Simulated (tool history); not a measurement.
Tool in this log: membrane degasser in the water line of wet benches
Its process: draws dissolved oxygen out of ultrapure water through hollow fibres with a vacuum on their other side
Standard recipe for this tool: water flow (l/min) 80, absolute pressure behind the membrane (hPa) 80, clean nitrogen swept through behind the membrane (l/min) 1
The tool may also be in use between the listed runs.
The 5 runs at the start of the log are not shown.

run   hour  water flow (l/min)  absolute pressure behind the membrane (hPa)  clean nitrogen swept through behind the membrane (l/min)  hours since the membrane was changed  hours since the vacuum gauge was calibrated  hours since the vacuum lines were made tight  dissolved oxygen in the water behind the degasser (ppb)  pressure that the water loses in the fibres (hPa)
  6  159.2                 121                                           80                                                         1                                  1567                                          212                                          3898                                                    941.5                                              451.7
  7  196.6                 121                                           80                                                         1                                  1604                                          250                                          3936                                                    942.5                                              451.1
  8  231.4                 121                                           80                                                         1                                  1639                                          284                                          3970                                                    943.3                                              450.1
  9  269.6                 121                                           80                                                         1                                  1677                                          323                                          4009                                                    940.6                                              448.5
 10  295.9                 121                                           80                                                         1                                  1704                                          349                                          4035                                                    944.9                                              450.5
 11  336.9                 121                                           80                                                         1                                  1745                                          390                                          4076                                                    938.5                                              451.3
 12    383                  58                                           80                                                         1                                  1791                                          436                                          4122                                                    507.5                                              214.8
 13  420.6                  58                                           80                                                         1                                  1829                                          474                                          4160                                                    508.6                                              214.3
 14  451.9                  58                                           80                                                         1                                  1860                                          505                                          4191                                                    507.2                                              214.6
 15  476.4                  58                                           80                                                         1                                  1884                                          530                                          4215                                                    511.8                                              215.6
 16  520.4                  58                                           80                                                         1                                  1928                                          573                                          4259                                                    506.4                                              216.3
 17  554.2                  58                                           80                                                         1                                  1962                                          607                                          4293                                                      509                                              216.6
 18  595.7                  58                                           80                                                         1                                  2004                                          649                                          4335                                                    507.4                                                216
 19  621.3                  58                                         78.7                                                      1.03                                  2029                                          674                                          4360                                                    485.7                                              214.7
 20  644.4                  53                                           80                                                       2.5                                  2052                                          697                                          4383                                                    234.4                                              195.4
 21  679.8                  87                                           80                                                       0.7                                  2088                                          733                                          4419                                                    858.1                                              323.3

Run 22 has not been measured yet. What should we expect?
 22  717.5                  70                                           80                                                       0.5                                  2125                                          771                                          4456                                                        ?                                                  ?

dissolved oxygen in the water behind the degasser (ppb): 876.3
pressure that the water loses in the fibres (hPa): 266.3
Take away the tool's hidden state, keep the run-to-run variation as it was, and the same run would have given dissolved oxygen in the water behind the degasser (ppb) 871.4, pressure that the water loses in the fibres (hPa) 263.5.
